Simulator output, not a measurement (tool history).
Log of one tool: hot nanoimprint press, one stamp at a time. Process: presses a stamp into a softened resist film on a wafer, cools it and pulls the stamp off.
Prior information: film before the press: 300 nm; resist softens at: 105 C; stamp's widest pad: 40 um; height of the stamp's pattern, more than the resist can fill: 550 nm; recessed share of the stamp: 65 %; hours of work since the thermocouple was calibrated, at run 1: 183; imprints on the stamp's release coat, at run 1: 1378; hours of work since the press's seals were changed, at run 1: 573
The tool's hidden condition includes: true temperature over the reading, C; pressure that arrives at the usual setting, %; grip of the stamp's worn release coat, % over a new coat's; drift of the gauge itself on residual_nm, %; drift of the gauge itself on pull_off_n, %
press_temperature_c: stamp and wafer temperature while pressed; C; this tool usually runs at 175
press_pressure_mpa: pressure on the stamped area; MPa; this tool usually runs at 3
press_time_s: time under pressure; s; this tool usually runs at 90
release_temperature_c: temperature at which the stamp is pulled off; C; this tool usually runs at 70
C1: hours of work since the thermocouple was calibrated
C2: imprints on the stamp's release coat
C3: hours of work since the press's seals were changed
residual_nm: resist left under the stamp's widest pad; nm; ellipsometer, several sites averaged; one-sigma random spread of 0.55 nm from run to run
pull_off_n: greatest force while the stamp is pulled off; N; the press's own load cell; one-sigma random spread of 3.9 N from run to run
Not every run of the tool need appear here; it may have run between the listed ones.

{"run": 1, "day": 0.0, "press_temperature_c": 175, "press_pressure_mpa": 3, "press_time_s": 90, "release_temperature_c": 70, "C1": 183, "C2": 1378, "C3": 573, "residual_nm": 160.1, "pull_off_n": 293}
{"run": 2, "day": 1.175, "press_temperature_c": 175, "press_pressure_mpa": 3.34, "press_time_s": 90, "release_temperature_c": 70, "C1": 204, "C2": 1498, "C3": 594, "residual_nm": 152.2, "pull_off_n": 296}
{"run": 3, "day": 2.558, "press_temperature_c": 183, "press_pressure_mpa": 3, "press_time_s": 90, "release_temperature_c": 70, "C1": 229, "C2": 1638, "C3": 619, "residual_nm": 119.7, "pull_off_n": 297}
{"run": 4, "day": 3.792, "press_temperature_c": 175, "press_pressure_mpa": 3, "press_time_s": 90, "release_temperature_c": 70, "C1": 251, "C2": 1764, "C3": 641, "residual_nm": 159.5, "pull_off_n": 315}
{"run": 5, "day": 5.921, "press_temperature_c": 175, "press_pressure_mpa": 3, "press_time_s": 90, "release_temperature_c": 70, "C1": 289, "C2": 1980, "C3": 679, "residual_nm": 158.9, "pull_off_n": 325}
{"run": 6, "day": 7.729, "press_temperature_c": 175, "press_pressure_mpa": 3, "press_time_s": 90, "release_temperature_c": 70, "C1": 321, "C2": 2164, "C3": 711, "residual_nm": 159.6, "pull_off_n": 348}
{"day": 9.196, "done": "stamp cleaned and given a new release coat"}
{"run": 7, "day": 9.546, "press_temperature_c": 175, "press_pressure_mpa": 3, "press_time_s": 90, "release_temperature_c": 70, "C1": 349, "C2": 36, "C3": 739, "residual_nm": 158.6, "pull_off_n": 187}
{"run": 8, "day": 11.054, "press_temperature_c": 175, "press_pressure_mpa": 3, "press_time_s": 90, "release_temperature_c": 70, "C1": 376, "C2": 189, "C3": 766, "residual_nm": 158.1, "pull_off_n": 208}
{"run": 9, "day": 13.367, "press_temperature_c": 175, "press_pressure_mpa": 3, "press_time_s": 90, "release_temperature_c": 70, "C1": 418, "C2": 424, "C3": 807, "residual_nm": 157.8, "pull_off_n": 219}
{"day": 14.742, "done": "plate thermocouple calibrated"}
{"run": 10, "day": 15.725, "press_temperature_c": 175, "press_pressure_mpa": 3.81, "press_time_s": 90, "release_temperature_c": 70, "C1": 18, "C2": 651, "C3": 847, "residual_nm": 146.2, "pull_off_n": 231}
{"run": 11, "day": 17.583, "press_temperature_c": 175, "press_pressure_mpa": 3.81, "press_time_s": 90, "release_temperature_c": 70, "C1": 51, "C2": 841, "C3": 881, "residual_nm": 146, "pull_off_n": 250}
{"run": 12, "day": 18.767, "press_temperature_c": 175, "press_pressure_mpa": 3, "press_time_s": 90, "release_temperature_c": 70, "C1": 72, "C2": 961, "C3": 902, "residual_nm": 163, "pull_off_n": 260}
{"run": 13, "day": 19.779, "press_temperature_c": 175, "press_pressure_mpa": 3, "press_time_s": 90, "release_temperature_c": 70, "C1": 90, "C2": 1064, "C3": 920, "residual_nm": 163.2, "pull_off_n": 257}
{"run": 14, "day": 21.962, "press_temperature_c": 175, "press_pressure_mpa": 3, "press_time_s": 90, "release_temperature_c": 70, "C1": 129, "C2": 1286, "C3": 959, "residual_nm": 163.5, "pull_off_n": 271}
{"day": 22.833, "done": "press's hydraulic seals changed and the load cell set to zero"}
{"run": 15, "day": 23.35, "press_temperature_c": 175, "press_pressure_mpa": 3, "press_time_s": 90, "release_temperature_c": 64, "C1": 148, "C2": 1393, "C3": 9, "residual_nm": 157.1, "pull_off_n": 292}
{"run": 16, "day": 24.638, "press_temperature_c": 175, "press_pressure_mpa": 3, "press_time_s": 90, "release_temperature_c": 64, "C1": 171, "C2": 1524, "C3": 32, "residual_nm": 156.7, "pull_off_n": 303}
{"run": 17, "day": 25.833, "press_temperature_c": 172, "press_pressure_mpa": 2.69, "press_time_s": 89, "release_temperature_c": 64, "C1": 192, "C2": 1646, "C3": 54, "residual_nm": 182.8, "pull_off_n": 313}

Run 18 has not been measured yet. What should we expect?
{"run": 18, "day": 27.962, "press_temperature_c": 172, "press_pressure_mpa": 2.69, "press_time_s": 89, "release_temperature_c": 64, "C1": 230, "C2": 1862, "C3": 92, "residual_nm": "?", "pull_off_n": "?"}

Run 18 measured residual_nm 183.2 nm, pull_off_n 339 N.
If the tool had no hidden condition, the same run with the same run-to-run variation would have returned residual_nm 188.6 nm, pull_off_n 204 N.
